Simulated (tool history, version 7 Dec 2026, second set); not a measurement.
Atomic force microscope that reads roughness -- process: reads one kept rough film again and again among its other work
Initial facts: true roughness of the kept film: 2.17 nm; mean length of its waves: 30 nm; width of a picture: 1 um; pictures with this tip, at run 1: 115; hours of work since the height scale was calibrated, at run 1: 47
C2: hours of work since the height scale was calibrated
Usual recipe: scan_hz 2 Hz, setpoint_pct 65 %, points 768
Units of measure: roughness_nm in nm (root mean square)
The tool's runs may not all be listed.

run 1 hour=0 | scan_hz=2 setpoint_pct=65 points=768 | pictures_with_this_tip=115 C2=47 | roughness_nm=1.852
run 2 hour=36.2 | scan_hz=1.21 setpoint_pct=65 points=768 | pictures_with_this_tip=175 C2=76 | roughness_nm=1.882
run 3 hour=97.8 | scan_hz=1.21 setpoint_pct=65 points=768 | pictures_with_this_tip=276 C2=125 | roughness_nm=1.82
-- hour=108.1 new tip fitted
run 4 hour=132.5 | scan_hz=2 setpoint_pct=65 points=768 | pictures_with_this_tip=40 C2=152 | roughness_nm=1.909
run 5 hour=167.7 | scan_hz=2 setpoint_pct=65 points=768 | pictures_with_this_tip=99 C2=180 | roughness_nm=1.871
run 6 hour=204.4 | scan_hz=2 setpoint_pct=65 points=279 | pictures_with_this_tip=159 C2=209 | roughness_nm=1.82
run 7 hour=274.6 | scan_hz=2 setpoint_pct=65 points=279 | pictures_with_this_tip=275 C2=264 | roughness_nm=1.77
-- hour=289.8 new tip fitted
run 8 hour=314.4 | scan_hz=2 setpoint_pct=65 points=279 | pictures_with_this_tip=40 C2=295 | roughness_nm=1.87
run 9 hour=377.7 | scan_hz=2 setpoint_pct=65 points=279 | pictures_with_this_tip=145 C2=346 | roughness_nm=1.798
run 10 hour=432.6 | scan_hz=2 setpoint_pct=65 points=279 | pictures_with_this_tip=235 C2=389 | roughness_nm=1.776
-- hour=469.2 new tip fitted
run 11 hour=499.7 | scan_hz=2 setpoint_pct=65 points=279 | pictures_with_this_tip=50 C2=442 | roughness_nm=1.848
run 12 hour=554.7 | scan_hz=2 setpoint_pct=65 points=279 | pictures_with_this_tip=141 C2=485 | roughness_nm=1.807
run 13 hour=620.3 | scan_hz=2 setpoint_pct=65 points=279 | pictures_with_this_tip=249 C2=537 | roughness_nm=1.761
-- hour=647.8 new tip fitted
run 14 hour=676.2 | scan_hz=2 setpoint_pct=65 points=1020 | pictures_with_this_tip=46 C2=581 | roughness_nm=1.875
run 15 hour=732.9 | scan_hz=2 setpoint_pct=65 points=1020 | pictures_with_this_tip=140 C2=626 | roughness_nm=1.832
run 16 hour=771.8 | scan_hz=2 setpoint_pct=65 points=1020 | pictures_with_this_tip=204 C2=657 | roughness_nm=1.8
-- hour=826.1 new tip fitted
run 17 hour=842.3 | scan_hz=1.23 setpoint_pct=83 points=768 | pictures_with_this_tip=26 C2=712 | roughness_nm=1.79
run 18 hour=888.7 | scan_hz=1.23 setpoint_pct=83 points=768 | pictures_with_this_tip=103 C2=749 | roughness_nm=1.757
run 19 hour=961.1 | scan_hz=1.23 setpoint_pct=83 points=768 | pictures_with_this_tip=222 C2=806 | roughness_nm=1.708
run 20 hour=998.7 | scan_hz=1.01 setpoint_pct=78 points=516 | pictures_with_this_tip=284 C2=836 | roughness_nm=1.756
-- hour=1003.8 new tip fitted
run 21 hour=1060.3 | scan_hz=1.48 setpoint_pct=57 points=768 | pictures_with_this_tip=93 C2=885 | roughness_nm=1.926
run 22 hour=1117.7 | scan_hz=1.48 setpoint_pct=57 points=768 | pictures_with_this_tip=188 C2=930 | roughness_nm=1.892
run 23 hour=1178.9 | scan_hz=1.48 setpoint_pct=57 points=768 | pictures_with_this_tip=288 C2=979 | roughness_nm=1.844
-- hour=1184.6 new tip fitted
run 24 hour=1214.3 | scan_hz=0.73 setpoint_pct=73 points=450 | pictures_with_this_tip=49 C2=1006 | roughness_nm=1.932
run 25 hour=1250.1 | scan_hz=1.69 setpoint_pct=71 points=577 | pictures_with_this_tip=108 C2=1035 | roughness_nm=1.82
run 26 hour=1315 | scan_hz=1.91 setpoint_pct=73 points=577 | pictures_with_this_tip=215 C2=1086 | roughness_nm=1.722
-- hour=1361.6 new tip fitted
run 27 hour=1362.2 | scan_hz=1.91 setpoint_pct=73 points=577 | pictures_with_this_tip=1 C2=1123 | roughness_nm=1.817
run 28 hour=1435 | scan_hz=0.86 setpoint_pct=66 points=686 | pictures_with_this_tip=121 C2=1181 | roughness_nm=1.913
run 29 hour=1498.2 | scan_hz=0.86 setpoint_pct=66 points=686 | pictures_with_this_tip=225 C2=1231 | roughness_nm=1.865

Table of differences, measured result less the result of that run with no hidden state. Run-to-run variation is the same in both. Gauge scatter possibly is not:
The tool's hidden condition here consists of: radius of the tip, nm; height scale over the true one, %; drift of the gauge itself on roughness_nm, %.
run=1 roughness_nm=-0.068
run=2 roughness_nm=-0.099
run=3 roughness_nm=-0.147
run=4 roughness_nm=-0.023
run=5 roughness_nm=-0.052
run=6 roughness_nm=-0.081
run=7 roughness_nm=-0.134
run=8 roughness_nm=-0.032
run=9 roughness_nm=-0.083
run=10 roughness_nm=-0.123
run=11 roughness_nm=-0.036
run=12 roughness_nm=-0.077
run=13 roughness_nm=-0.126
run=14 roughness_nm=-0.033
run=15 roughness_nm=-0.081
run=16 roughness_nm=-0.11
run=17 roughness_nm=-0.028
run=18 roughness_nm=-0.065
run=19 roughness_nm=-0.117
run=20 roughness_nm=-0.153
run=21 roughness_nm=-0.066
run=22 roughness_nm=-0.112
run=23 roughness_nm=-0.16
run=24 roughness_nm=-0.042
run=25 roughness_nm=-0.068
run=26 roughness_nm=-0.117
run=27 roughness_nm=-0.017
run=28 roughness_nm=-0.086
run=29 roughness_nm=-0.132

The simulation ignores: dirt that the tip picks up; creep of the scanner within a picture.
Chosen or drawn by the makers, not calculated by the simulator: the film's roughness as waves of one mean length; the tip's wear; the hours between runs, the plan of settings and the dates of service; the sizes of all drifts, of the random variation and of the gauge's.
